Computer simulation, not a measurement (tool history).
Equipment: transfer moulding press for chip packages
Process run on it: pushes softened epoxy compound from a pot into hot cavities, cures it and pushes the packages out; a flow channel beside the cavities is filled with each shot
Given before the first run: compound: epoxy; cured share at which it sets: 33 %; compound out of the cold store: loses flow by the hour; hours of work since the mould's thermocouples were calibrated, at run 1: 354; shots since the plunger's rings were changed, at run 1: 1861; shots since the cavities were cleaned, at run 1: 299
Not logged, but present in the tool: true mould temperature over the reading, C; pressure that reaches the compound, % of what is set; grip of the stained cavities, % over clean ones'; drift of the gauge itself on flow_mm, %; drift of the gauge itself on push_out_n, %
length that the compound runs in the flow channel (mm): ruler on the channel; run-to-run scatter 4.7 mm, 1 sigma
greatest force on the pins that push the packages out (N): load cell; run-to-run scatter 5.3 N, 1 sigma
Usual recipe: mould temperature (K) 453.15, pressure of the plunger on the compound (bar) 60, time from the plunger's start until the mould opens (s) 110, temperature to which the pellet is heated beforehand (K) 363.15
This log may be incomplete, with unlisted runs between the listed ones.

run   hour  mould temperature (K)  pressure of the plunger on the compound (bar)  time from the plunger's start until the mould opens (s)  temperature to which the pellet is heated beforehand (K)  hours of work since the mould's thermocouples were calibrated  shots since the plunger's rings were changed  shots since the cavities were cleaned  incoming compound's hours out of the cold store  length that the compound runs in the flow channel (mm)  greatest force on the pins that push the packages out (N)
  1      0                 453.15                                             60                                                      110                                                    363.15                                                            354                                          1861                                    299                                             36.1                                                     651                                                        167
  2   18.6                 453.15                                             60                                                      110                                                    363.15                                                            363                                          2004                                    442                                               31                                                     662                                                        174
      27.1  -- cavities cleaned with cleaning compound and waxed
  3     47                 453.15                                             60                                                      110                                                    363.15                                                            376                                          2212                                    154                                             39.5                                                     645                                                        166
  4   77.6                 453.15                                             60                                                      110                                                    363.15                                                            391                                          2447                                    389                                               17                                                     690                                                        182
      92.5  -- cavities cleaned with cleaning compound and waxed
  5  114.4                 453.15                                             60                                                      110                                                    363.15                                                            408                                          2719                                    169                                             27.3                                                     671                                                        178
  6  141.5                 453.15                                             60                                                      110                                                    363.15                                                            422                                          2927                                    377                                             35.2                                                     657                                                        175
     157.5  -- cavities cleaned with cleaning compound and waxed
  7  179.6                 453.15                                             60                                                      109                                                    363.15                                                            440                                          3209                                    170                                             12.8                                                     713                                                        187
  8  218.3                 453.15                                             60                                                      110                                                    363.15                                                            459                                          3507                                    468                                             32.3                                                     653                                                        176
     222.5  -- cavities cleaned with cleaning compound and waxed
  9  243.2                 453.15                                             60                                                      110                                                    363.15                                                            470                                          3687                                    159                                             26.8                                                     669                                                        172
 10  270.4                 449.15                                             60                                                      110                                                    363.15                                                            483                                          3897                                    369                                             16.6                                                     711                                                        230
     288.2  -- cavities cleaned with cleaning compound and waxed
 11  297.3                 453.15                                             60                                                      110                                                    363.15                                                            496                                          4093                                     70                                             19.3                                                     690                                                        183
 12  338.2                 453.15                                             60                                                      110                                                    363.15                                                            516                                          4407                                    384                                             45.5                                                     637                                                        178
     352.3  -- cavities cleaned with cleaning compound and waxed
 13  371.9                 453.15                                             60                                                      110                                                    363.15                                                            532                                          4655                                    151                                               25                                                     674                                                        167
     384.6  -- mould's thermocouples calibrated
 14  414.9                 453.15                                             60                                                      110                                                    363.15                                                             15                                          4971                                    467                                             31.5                                                     674                                                        180
       419  -- cavities cleaned with cleaning compound and waxed
 15  451.6                 453.15                                             60                                                      110                                                    363.15                                                             32                                          5242                                    251                                             26.8                                                     674                                                        176
     483.1  -- cavities cleaned with cleaning compound and waxed
 16  485.5                 445.15                                             61                                                      142                                                    363.15                                                             48                                          5492                                     19                                               36                                                     692                                                        182
 17  519.5                 459.15                                           72.3                                                      126                                                    363.15                                                             65                                          5753                                    280                                             19.8                                                     739                                                        152
     548.6  -- cavities cleaned with cleaning compound and waxed
     561.1  -- plunger's sealing rings changed
 18  563.7                 446.15                                           73.2                                                      110                                                    356.15                                                             84                                            20                                     97                                             31.8                                                     763                                                        276
 19  605.8                 446.15                                           73.2                                                      110                                                    356.15                                                            105                                           344                                    421                                               46                                                     725                                                        266
     617.6  -- cavities cleaned with cleaning compound and waxed
 20  626.3                 453.15                                           55.4                                                      121                                                    363.15                                                            114                                           490                                     67                                             29.2                                                     640                                                        156
 21  647.2                 447.15                                             63                                                      142                                                    371.15                                                            125                                           651                                    228                                             24.2                                                     722                                                        165
     685.3  -- cavities cleaned with cleaning compound and waxed
 22    690                 447.15                                             63                                                      142                                                    371.15                                                            145                                           969                                     36                                             32.9                                                     700                                                        166
 23  729.2                 453.15                                             60                                                       90                                                    362.15                                                            164                                          1271                                    338                                             18.7                                                     701                                                        255
       750  -- cavities cleaned with cleaning compound and waxed
 24  751.1                 453.15                                             60                                                       90                                                    362.15                                                            174                                          1428                                      8                                             23.9                                                     680                                                        255
 25  769.8                 446.15                                           54.4                                                       90                                                    369.15                                                            183                                          1572                                    152                                             35.3                                                     652                                                        396
 26  790.9                 456.15                                           63.4                                                      110                                                    363.15                                                            194                                          1734                                    314                                             31.8                                                     679                                                        167
     815.5  -- cavities cleaned with cleaning compound and waxed
 27    818                 446.15                                           59.7                                                       96                                                    373.15                                                            206                                          1932                                     20                                             16.5                                                     717                                                        367

Forecast each of these 5 alternatives for the next run:
  A  851.5                 453.15                                             60                                                      126                                                    353.15                                                            223                                          2190                                    278                                             34.3                                                       ?                                                          ?
  B  851.5                 447.15                                           69.2                                                       96                                                    368.15                                                            223                                          2190                                    278                                             43.2                                                       ?                                                          ?
  C  851.5                 457.15                                           59.7                                                      129                                                    358.15                                                            223                                          2190                                    278                                             11.6                                                       ?                                                          ?
  D  851.5                 459.15                                             60                                                      108                                                    371.15                                                            223                                          2190                                    278                                             34.8                                                       ?                                                          ?
  E  851.5                 446.15                                           59.7                                                      144                                                    373.15                                                            223                                          2190                                    278                                             15.8                                                       ?                                                          ?

run  length that the compound runs in the flow channel (mm)  greatest force on the pins that push the packages out (N)
  A                                                     662                                                        162
  B                                                     710                                                        318
  C                                                     683                                                        162
  D                                                     636                                                        153
  E                                                     721                                                        176
Had the tool no hidden state, the same runs would have come out as:
run  length that the compound runs in the flow channel (mm)  greatest force on the pins that push the packages out (N)
  A                                                     662                                                        161
  B                                                     711                                                        316
  C                                                     684                                                        160
  D                                                     637                                                        152
  E                                                     722                                                        174
